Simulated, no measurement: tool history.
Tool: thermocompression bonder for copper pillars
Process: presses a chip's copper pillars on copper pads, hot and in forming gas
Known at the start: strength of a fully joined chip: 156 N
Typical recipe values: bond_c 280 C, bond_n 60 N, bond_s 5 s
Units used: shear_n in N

run	hour	bond_c	bond_n	bond_s	shear_n
1	0	280	60	5	64.7
2	12.6	280	45	5	51.7
3	25.2	294	60	5	79.3
4	34.4	280	60	5	64.4
5	47.9	280	60	5	65.5
6	60.5	280	60	5	65.2
7	71	280	60	11	86.3
8	84.8	280	60	8	77
9	94	295	60	8	90.9
10	102.6	306	60	8	99.3
# hour 106.9: forming gas filter changed
11	117.7	280	60	5	69.8
12	126.7	280	60	5	68
13	142	304	53	5	84.1
14	148.9	292	60	5	80.3
15	163	292	60	6	84.9
16	174.4	292	60	6	85
17	185	259	84	9	83.7
18	191.5	259	50	3	33.9
19	197.7	259	50	3	32.8
20	210.7	277	50	6	59.6
21	218.1	277	62	6	73.6
22	230.9	296	60	12	108.5
23	245.7	252	60	8	53.9
24	254.7	293	47	5	67

What if the next run were any one of these 3? Each begins from the tool's condition after run 24:
A	261.6	280	75	5	?
B	261.6	282	57	4	?
C	261.6	259	77	12	?

run	shear_n
A	82.1
B	61.3
C	86.2
With no hidden state in the tool, these same runs would have given:
run	shear_n
A	84.7
B	63.4
C	89.1

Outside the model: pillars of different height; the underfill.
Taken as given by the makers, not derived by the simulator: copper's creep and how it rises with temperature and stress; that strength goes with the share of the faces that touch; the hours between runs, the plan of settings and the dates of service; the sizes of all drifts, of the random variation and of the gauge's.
